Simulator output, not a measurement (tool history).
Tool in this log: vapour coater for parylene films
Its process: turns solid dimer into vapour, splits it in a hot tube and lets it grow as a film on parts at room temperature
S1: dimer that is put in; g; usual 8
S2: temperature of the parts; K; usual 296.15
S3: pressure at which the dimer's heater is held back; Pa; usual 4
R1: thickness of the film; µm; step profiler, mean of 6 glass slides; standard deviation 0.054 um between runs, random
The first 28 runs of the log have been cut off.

run	hour	S1	S2	S3	R1
29	644.9	14	298.15	2.31	11.17
# hour 669: trap's valve overhauled
30	669	14	298.15	2.31	11.87
31	683.2	14	298.15	6.56	9.2
32	705.1	11	296.15	6.25	7.62
33	719	14	305.15	3.63	9.01
34	737.8	9	305.15	5.14	5.36
35	768.3	4	300.15	4.68	2.66
36	786.8	4	294.15	8.37	2.64
37	804.5	5	296.15	4	3.66
38	829.3	14	290.15	6.01	10.89
39	842.4	8	298.15	2.7	6.46
40	860.8	4	303.15	4	2.57
41	886.5	5	291.15	6.31	3.7
42	916.5	5	291.15	6.31	3.75
43	938.7	8	294.15	8.05	5.26
44	952.5	3	301.15	3.54	2.1

4 options for the next run, each taken on its own from the tool as it stands now. Forecast them:
A	979.6	3	297.15	3.54	?
B	979.6	7	301.15	3.57	?
C	979.6	12	289.15	4.91	?
D	979.6	3	296.15	8.83	?

run	R1
A	2.23
B	4.78
C	9.9
D	1.83
What these runs would have given with no unlogged condition in the tool:
run	R1
A	2.35
B	5.03
C	10.43
D	1.93
